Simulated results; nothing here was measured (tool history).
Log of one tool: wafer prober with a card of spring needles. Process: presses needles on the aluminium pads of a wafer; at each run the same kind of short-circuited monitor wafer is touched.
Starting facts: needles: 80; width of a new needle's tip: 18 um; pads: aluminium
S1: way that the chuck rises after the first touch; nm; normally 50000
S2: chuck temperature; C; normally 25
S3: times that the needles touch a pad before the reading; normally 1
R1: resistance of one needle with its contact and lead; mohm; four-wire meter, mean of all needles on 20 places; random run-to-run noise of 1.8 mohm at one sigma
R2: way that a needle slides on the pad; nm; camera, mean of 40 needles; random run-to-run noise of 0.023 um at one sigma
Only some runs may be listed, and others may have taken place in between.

Run 1, hour 0: usual settings. Result: R1 283 mohm, R2 8030 nm.
At hour 6.9: tips cleaned on abrasive film.
At hour 13.7: tips cleaned on abrasive film.
At hour 22.3: tips cleaned on abrasive film.
At hour 30.8: tips cleaned on abrasive film.
At hour 37.9: height of the first contact set anew.
At hour 39.7: tips cleaned on abrasive film.
Run 2, hour 40.9: usual settings. Result: R1 315 mohm, R2 8270 nm.
At hour 47.8: tips cleaned on abrasive film.
At hour 54.6: tips cleaned on abrasive film.
At hour 61.5: tips cleaned on abrasive film.
At hour 70: tips cleaned on abrasive film.
At hour 78.6: tips cleaned on abrasive film.
At hour 85.5: tips cleaned on abrasive film.
Run 3, hour 85.5: usual settings. Result: R1 222 mohm, R2 8140 nm.
At hour 94: tips cleaned on abrasive film.
At hour 100.9: tips cleaned on abrasive film.
At hour 109.4: tips cleaned on abrasive film.
At hour 116.3: tips cleaned on abrasive film.
At hour 123.8: tips cleaned on abrasive film.
Run 4, hour 123.8: usual settings. Result: R1 214 mohm, R2 8050 nm.
At hour 130.7: tips cleaned on abrasive film.
At hour 139.2: tips cleaned on abrasive film.
At hour 147.8: tips cleaned on abrasive film.
At hour 154.6: tips cleaned on abrasive film.
Run 5, hour 156.7: usual settings. Result: R1 376 mohm, R2 8010 nm.
At hour 161.9: tips cleaned on abrasive film.
At hour 170.5: tips cleaned on abrasive film.
At hour 179: tips cleaned on abrasive film.
Run 6, hour 181.1: usual settings. Result: R1 381 mohm, R2 8000 nm.
At hour 186.2: tips cleaned on abrasive film.
At hour 193.1: tips cleaned on abrasive film.
At hour 201.6: tips cleaned on abrasive film.
At hour 210.2: tips cleaned on abrasive film.
At hour 218.1: tips cleaned on abrasive film.
Run 7, hour 218.1: usual settings but S2 64 C. Result: R1 224 mohm, R2 7930 nm.
At hour 221.8: height of the first contact set anew.
At hour 225.3: tips cleaned on abrasive film.
At hour 233.8: tips cleaned on abrasive film.
At hour 240.7: tips cleaned on abrasive film, once more.
At hour 247.6: tips cleaned on abrasive film.
At hour 256.1: tips cleaned on abrasive film.
Run 8, hour 257.5: usual settings but S2 64 C. Result: R1 307 mohm, R2 8230 nm.
At hour 264.4: tips cleaned on abrasive film.
At hour 271.3: tips cleaned on abrasive film.
At hour 278.1: tips cleaned on abrasive film.
At hour 286.7: tips cleaned on abrasive film.
At hour 293.5: tips cleaned on abrasive film.
At hour 300.9: tips cleaned on abrasive film.
Run 9, hour 300.9: usual settings but S2 64 C. Result: R1 239 mohm, R2 8100 nm.
At hour 307.8: tips cleaned on abrasive film.
At hour 316.3: tips cleaned on abrasive film.
At hour 324.9: tips cleaned on abrasive film.
Run 10, hour 331.4: usual settings but S2 64 C. Result: R1 513 mohm, R2 8100 nm.
At hour 333.2: tips cleaned on abrasive film.
At hour 345.2: card fitted with new needles.
At hour 352: tips cleaned on abrasive film.
At hour 358.9: tips cleaned on abrasive film.
At hour 367.4: tips cleaned on abrasive film.
At hour 376: tips cleaned on abrasive film.
Run 11, hour 378.3: usual settings but S2 64 C. Result: R1 284 mohm, R2 8200 nm.
At hour 383.4: tips cleaned on abrasive film.
At hour 392: tips cleaned on abrasive film.
At hour 398.8: tips cleaned on abrasive film.
At hour 407.4: tips cleaned on abrasive film.
Run 12, hour 409.7: usual settings but S2 64 C. Result: R1 288 mohm, R2 8160 nm.
At hour 414.9: tips cleaned on abrasive film.
At hour 423.5: tips cleaned on abrasive film.
At hour 432: tips cleaned on abrasive film.
Run 13, hour 436.5: usual settings. Result: R1 325 mohm, R2 8130 nm.
At hour 440: tips cleaned on abrasive film.
At hour 448.5: tips cleaned on abrasive film.
At hour 457.1: tips cleaned on abrasive film.
At hour 464.7: tips cleaned on abrasive film.
Run 14, hour 464.7: usual settings but S1 54000 nm, S2 50 C. Result: R1 204 mohm, R2 8740 nm.
At hour 473.3: tips cleaned on abrasive film.
At hour 480.1: tips cleaned on abrasive film.
At hour 488.7: tips cleaned on abrasive film.
At hour 497.2: tips cleaned on abrasive film.
Run 15, hour 499.9: usual settings but S1 54000 nm, S2 50 C. Result: R1 276 mohm, R2 8700 nm.
At hour 505: tips cleaned on abrasive film.
At hour 513.6: tips cleaned on abrasive film.
At hour 522.1: tips cleaned on abrasive film.
At hour 527.5: height of the first contact set anew.
At hour 531: tips cleaned on abrasive film.
At hour 538.9: tips cleaned on abrasive film.
Run 16, hour 538.9: usual settings but S2 101 C. Result: R1 221 mohm, R2 8270 nm.
At hour 547.4: tips cleaned on abrasive film.
At hour 554.3: tips cleaned on abrasive film.
Run 17, hour 557.8: usual settings but S2 101 C. Result: R1 311 mohm, R2 8250 nm.
At hour 561.3: tips cleaned on abrasive film.
At hour 569.9: tips cleaned on abrasive film.
At hour 576.7: tips cleaned on abrasive film.
At hour 585.3: tips cleaned on abrasive film.
Run 18, hour 585.8: usual settings but S2 30 C. Result: R1 225 mohm, R2 8170 nm.
At hour 592.7: tips cleaned on abrasive film.
At hour 599.5: tips cleaned on abrasive film.
At hour 606.4: tips cleaned on abrasive film.
At hour 614.9: tips cleaned on abrasive film.
At hour 623.5: tips cleaned on abrasive film.
Run 19, hour 628.6: usual settings but S2 30 C. Result: R1 338 mohm, R2 8140 nm.
At hour 630.4: tips cleaned on abrasive film.
At hour 637.3: tips cleaned on abrasive film.
At hour 645.9: tips cleaned on abrasive film.
At hour 654.4: tips cleaned on abrasive film.
At hour 661.3: tips cleaned on abrasive film.
Run 20, hour 662.9: usual settings but S2 30 C. Result: R1 281 mohm, R2 8020 nm.
At hour 669.8: tips cleaned on abrasive film.
At hour 676.6: tips cleaned on abrasive film.
At hour 683.5: tips cleaned on abrasive film.
At hour 692: tips cleaned on abrasive film.
Run 21, hour 692.2: usual settings but S2 30 C. Result: R1 216 mohm, R2 7920 nm.
At hour 699: tips cleaned on abrasive film.
At hour 705.9: tips cleaned on abrasive film.
At hour 711.3: height of the first contact set anew.
At hour 714.7: tips cleaned on abrasive film.
At hour 721.7: tips cleaned on abrasive film.
Run 22, hour 721.7: usual settings but S2 30 C. Result: R1 209 mohm, R2 8260 nm.
At hour 730.2: tips cleaned on abrasive film.
At hour 737.1: tips cleaned on abrasive film.
At hour 745.6: tips cleaned on abrasive film.
At hour 754.2: tips cleaned on abrasive film.
Run 23, hour 754.9: usual settings but S1 45000 nm, S2 60 C, S3 3. Result: R1 225 mohm, R2 7360 nm.
At hour 761.8: tips cleaned on abrasive film.
At hour 770.4: tips cleaned on abrasive film.
At hour 778.9: tips cleaned on abrasive film.
Run 24, hour 785.2: usual settings but S2 125 C. Result: R1 365 mohm, R2 8180 nm.
At hour 787: tips cleaned on abrasive film.
At hour 795.5: tips cleaned on abrasive film.
At hour 802.4: tips cleaned on abrasive film.
At hour 810.9: tips cleaned on abrasive film.
Run 25, hour 816.4: usual settings but S1 64000 nm, S2 26 C, S3 2. Result: R1 246 mohm, R2 10400 nm.

Below are 4 alternative next runs, each starting from the tool's condition after run 25. Predict each:
At hour 818.2: tips cleaned on abrasive film.
At hour 826.7: tips cleaned on abrasive film.
At hour 833.6: tips cleaned on abrasive film.
At hour 842.1: tips cleaned on abrasive film.
At hour 850.7: tips cleaned on abrasive film.
Run A, hour 851.2: usual settings but S1 52000 nm, S2 28 C, S3 3. Result: R1 ?, R2 ?.
At hour 818.2: tips cleaned on abrasive film.
At hour 826.7: tips cleaned on abrasive film.
At hour 833.6: tips cleaned on abrasive film.
At hour 842.1: tips cleaned on abrasive film.
At hour 850.7: tips cleaned on abrasive film.
Run B, hour 851.2: usual settings but S1 31000 nm, S2 44 C, S3 2. Result: R1 ?, R2 ?.
At hour 818.2: tips cleaned on abrasive film.
At hour 826.7: tips cleaned on abrasive film.
At hour 833.6: tips cleaned on abrasive film.
At hour 842.1: tips cleaned on abrasive film.
At hour 850.7: tips cleaned on abrasive film.
Run C, hour 851.2: usual settings but S1 64000 nm, S2 26 C. Result: R1 ?, R2 ?.
At hour 818.2: tips cleaned on abrasive film.
At hour 826.7: tips cleaned on abrasive film.
At hour 833.6: tips cleaned on abrasive film.
At hour 842.1: tips cleaned on abrasive film.
At hour 850.7: tips cleaned on abrasive film.
Run D, hour 851.2: usual settings but S1 64000 nm, S2 65 C. Result: R1 ?, R2 ?.

run   R1     R2
  A  203   8360
  B  274   4870
  C  211  10290
  D  221  10320
Without the tool's unlogged condition, the same runs would have read:
run   R1     R2
  A  187   8640
  B  208   5150
  C  184  10560
  D  195  10600
